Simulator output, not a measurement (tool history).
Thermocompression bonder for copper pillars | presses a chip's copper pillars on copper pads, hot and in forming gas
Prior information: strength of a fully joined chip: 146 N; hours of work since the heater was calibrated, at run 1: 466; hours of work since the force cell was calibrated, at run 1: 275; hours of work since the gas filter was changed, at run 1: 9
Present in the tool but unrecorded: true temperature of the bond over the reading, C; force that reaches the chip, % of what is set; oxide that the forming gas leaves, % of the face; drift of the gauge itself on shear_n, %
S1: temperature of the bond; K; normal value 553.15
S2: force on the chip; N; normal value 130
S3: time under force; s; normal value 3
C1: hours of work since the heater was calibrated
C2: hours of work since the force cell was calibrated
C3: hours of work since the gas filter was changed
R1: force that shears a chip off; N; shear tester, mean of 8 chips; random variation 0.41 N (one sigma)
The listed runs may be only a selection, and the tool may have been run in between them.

run	day	S1	S2	S3	C1	C2	C3	R1
1	0	553.15	130	3	466	275	9	76.1
2	0.446	530.15	130	3	471	280	14	62.3
3	0.933	553.15	130	3	477	286	20	77
4	1.504	524.15	130	3	483	292	26	57.6
5	1.821	553.15	130	8	487	296	30	101.8
6	2.258	553.15	130	6	492	301	35	95.1
7	2.679	528.15	130	3	496	306	40	60.5
8	3.008	553.15	130	3	500	309	43	76.5
9	3.588	553.15	130	3	507	316	50	76.8
10	4.167	553.15	130	3	513	323	57	76.8
11	4.529	553.15	130	3	517	327	61	76.4
12	4.883	553.15	130	3	521	331	65	75.9
13	5.142	553.15	130	3	524	334	68	76.1
14	5.421	553.15	130	3	528	337	71	75.6
15	5.833	553.15	130	3	532	341	75	76.1
16	6.383	553.15	130	3	538	348	82	76.1
17	6.671	553.15	130	3	542	351	85	76
18	7.196	553.15	130	3	548	357	91	75.6
19	7.612	553.15	91	3	552	362	96	59.8
20	8.2	553.15	91	3	559	368	102	58.7
21	8.6	553.15	91	2	563	373	107	50.3
22	9.162	553.15	91	2	570	379	113	50.4

Run 23 comes next. What will it give?
23	9.433	553.15	109	3	573	382	116	?

{"run 23": {"R1": 67.9}}
If the tool had no hidden condition, the same run with the same run-to-run variation would have returned R1 69.7 N.
